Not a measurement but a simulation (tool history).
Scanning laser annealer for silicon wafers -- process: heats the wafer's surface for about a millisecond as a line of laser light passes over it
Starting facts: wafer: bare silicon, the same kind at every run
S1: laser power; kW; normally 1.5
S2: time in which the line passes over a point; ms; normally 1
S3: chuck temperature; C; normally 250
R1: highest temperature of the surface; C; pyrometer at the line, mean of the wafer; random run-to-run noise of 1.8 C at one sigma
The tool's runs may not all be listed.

Run 1, hour 0: usual settings. Result: R1 1058 C.
Run 2, hour 11.7: usual settings. Result: R1 1056 C.
Run 3, hour 20.5: usual settings. Result: R1 1057 C.
Run 4, hour 32.2: usual settings but S3 252 C. Result: R1 1057 C.
Run 5, hour 39.4: usual settings but S3 252 C. Result: R1 1060 C.
Run 6, hour 45.6: usual settings but S3 252 C. Result: R1 1054 C.
Run 7, hour 55.8: usual settings but S3 252 C. Result: R1 1060 C.
Run 8, hour 66.6: usual settings but S2 0.97 ms, S3 252 C. Result: R1 1040 C.
Run 9, hour 71.9: usual settings but S2 0.74 ms, S3 252 C. Result: R1 930 C.
Run 10, hour 83.1: usual settings but S1 1.49 kW, S2 0.73 ms. Result: R1 921 C.
Run 11, hour 92: usual settings but S1 1.49 kW, S2 0.73 ms. Result: R1 925 C.
Run 12, hour 100.6: usual settings but S1 1.345 kW, S2 1.25 ms, S3 253 C. Result: R1 1083 C.
Run 13, hour 109.8: usual settings but S1 1.398 kW, S2 1.18 ms, S3 289 C. Result: R1 1121 C.
Run 14, hour 117.5: usual settings but S1 1.402 kW, S2 0.91 ms, S3 276 C. Result: R1 995 C.
Run 15, hour 127.2: usual settings but S1 1.484 kW, S2 1.2 ms, S3 232 C. Result: R1 1119 C.
Run 16, hour 134.2: usual settings but S2 1.19 ms. Result: R1 1137 C.
Run 17, hour 144: usual settings but S2 1.12 ms, S3 260 C. Result: R1 1121 C.

Predict the results of run 18:
At hour 156.1: window over the wafer cleaned.
Run 18, hour 156.2: usual settings but S2 1.03 ms, S3 260 C. Result: R1 ?.

Run 18 measured R1 1078 C.
Minus the tool's unlogged condition, the same run would have read R1 1079 C.
